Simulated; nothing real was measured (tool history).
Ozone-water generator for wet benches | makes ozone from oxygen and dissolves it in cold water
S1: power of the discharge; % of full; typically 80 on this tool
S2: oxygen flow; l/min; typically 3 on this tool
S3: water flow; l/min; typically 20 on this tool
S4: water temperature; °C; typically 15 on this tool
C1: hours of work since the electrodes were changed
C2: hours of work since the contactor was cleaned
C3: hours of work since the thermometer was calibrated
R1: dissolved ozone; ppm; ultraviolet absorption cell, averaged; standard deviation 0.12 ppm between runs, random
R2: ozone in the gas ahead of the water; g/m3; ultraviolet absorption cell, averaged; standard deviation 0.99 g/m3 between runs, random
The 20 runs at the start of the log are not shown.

run    hour  S1    S2  S3  S4    C1    C2    C3    R1     R2
 21  3050.3  93  1.66  16  18  6088  4101  3125    14  247.3
 22  3224.3  41     3  21  15  6202  4215  3240   8.2  121.7
 23  3436.2  49  1.65  14   7  6341  4355  3379  12.2  178.9
 24    3621  49  4.87  14  12  6462  4476  3500  13.8  103.4
 25  3848.9  69  3.05  24  13  6612  4626  3650   9.8  154.6
     4060.4  -- contactor cleaned
       4072  -- water thermometer calibrated
 26  4082.6  69  3.05  24  13  6762    14     7    10  155.4
 27  4260.1  69  2.41  16  12  6879   131   124  13.7  171.6
 28  4440.9  69  2.41  16  12  6998   250   242  13.6  173.9
 29  4590.8  69  2.41  16  12  7096   348   341  13.6  174.4
 30  4796.1  69  2.41  16  12  7231   483   476  13.5  173.1
 31  4987.2  69  3.51  16  10  7357   608   601  14.8  142.1
 32  5101.4  71  5.03  18  20  7432   683   676  12.3    121

Each row is a separate what-if for the run after 32, all from the same tool condition, not one after another. Results?
  A  5258.8  87     3  20  15  7535  787  779   ?   ?
  B  5258.8  43  4.77  20  11  7535  787  779   ?   ?
  C  5258.8  63  2.62  17  20  7535  787  779   ?   ?

run    R1     R2
  A  12.9  175.3
  B   9.8   95.2
  C  11.4  156.7
Without the tool's unlogged condition, the same runs would have read:
run    R1     R2
  A  12.9  180.1
  B   9.8   97.7
  C  11.4  160.9

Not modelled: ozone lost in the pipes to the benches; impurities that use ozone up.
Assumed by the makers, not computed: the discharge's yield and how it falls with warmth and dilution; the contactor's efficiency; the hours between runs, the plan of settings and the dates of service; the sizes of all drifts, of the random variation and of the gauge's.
